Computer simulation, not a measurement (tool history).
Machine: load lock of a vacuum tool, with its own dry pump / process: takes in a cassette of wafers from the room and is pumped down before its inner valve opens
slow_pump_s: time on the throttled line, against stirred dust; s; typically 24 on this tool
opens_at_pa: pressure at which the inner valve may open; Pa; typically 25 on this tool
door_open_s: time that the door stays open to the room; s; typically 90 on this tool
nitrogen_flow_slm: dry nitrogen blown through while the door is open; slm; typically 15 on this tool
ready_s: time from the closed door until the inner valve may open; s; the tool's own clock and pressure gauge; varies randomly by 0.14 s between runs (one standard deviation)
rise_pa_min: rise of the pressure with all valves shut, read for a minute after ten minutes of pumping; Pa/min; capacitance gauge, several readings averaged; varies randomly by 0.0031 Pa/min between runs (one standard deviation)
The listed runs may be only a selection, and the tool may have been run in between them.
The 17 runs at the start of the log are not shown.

run	hour	slow_pump_s	opens_at_pa	door_open_s	nitrogen_flow_slm	hours that the pump has run since its overhaul	times that the door has closed on its seal	incoming humidity of the room's air, %	ready_s	rise_pa_min
18	1240.9	24	25	72	15	4780	2533	44.4	41.1	0.071
19	1318.6	24	25	72	15	4858	2623	46.1	41.1	0.086
20	1400.4	24	20	25	14	4940	2718	47.2	41.8	0.054
21	1446.0	13	23	113	13	4986	2771	45.3	33.2	0.104
22	1551.1	13	23	113	13	5091	2893	47.4	33.3	0.100
23	1603.7	24	25	49	19	5143	2954	46.6	41.1	0.061
24	1710.3	27	25	90	5	5250	3078	43.9	43.3	0.115
25	1766.0	25	41	140	5	5306	3143	44.0	40.5	0.142
26	1866.1	25	41	140	5	5406	3259	48.2	40.7	0.158
27	1964.3	24	46	54	5	5504	3373	45.8	39.6	0.092
28	2039.9	24	20	90	15	5579	3461	45.0	42.0	0.081
29	2121.8	16	20	90	21	5661	3556	43.4	35.7	0.066
30	2214.6	26	21	221	20	5754	3664	42.7	43.0	0.104
31	2270.9	26	21	221	20	5810	3729	46.4	43.3	0.112
32	2316.3	26	21	221	20	5856	3782	44.2	43.0	0.108
33	2408.4	26	21	221	20	5948	3889	45.7	42.8	0.107
34	2482.2	35	25	36	19	6022	3974	44.7	49.4	0.054
35	2558.5	35	25	40	19	6098	4063	42.4	49.2	0.054

5 ways to go on from here, each from the tool as it stands after run 35. What would each give?
A	2617.4	24	24	120	19	6157	4131	45.2	?	?
B	2617.4	35	28	40	34	6157	4131	38.3	?	?
C	2617.4	31	25	58	15	6157	4131	43.5	?	?
D	2617.4	30	43	47	15	6157	4131	47.2	?	?
E	2617.4	14	24	90	12	6157	4131	46.3	?	?

run	ready_s	rise_pa_min
A	41.3	0.087
B	49.2	0.033
C	46.6	0.067
D	44.2	0.069
E	34.1	0.094
With no hidden state in the tool, these same runs would have given:
run	ready_s	rise_pa_min
A	41.3	0.087
B	49.2	0.033
C	46.6	0.067
D	44.2	0.069
E	34.1	0.094

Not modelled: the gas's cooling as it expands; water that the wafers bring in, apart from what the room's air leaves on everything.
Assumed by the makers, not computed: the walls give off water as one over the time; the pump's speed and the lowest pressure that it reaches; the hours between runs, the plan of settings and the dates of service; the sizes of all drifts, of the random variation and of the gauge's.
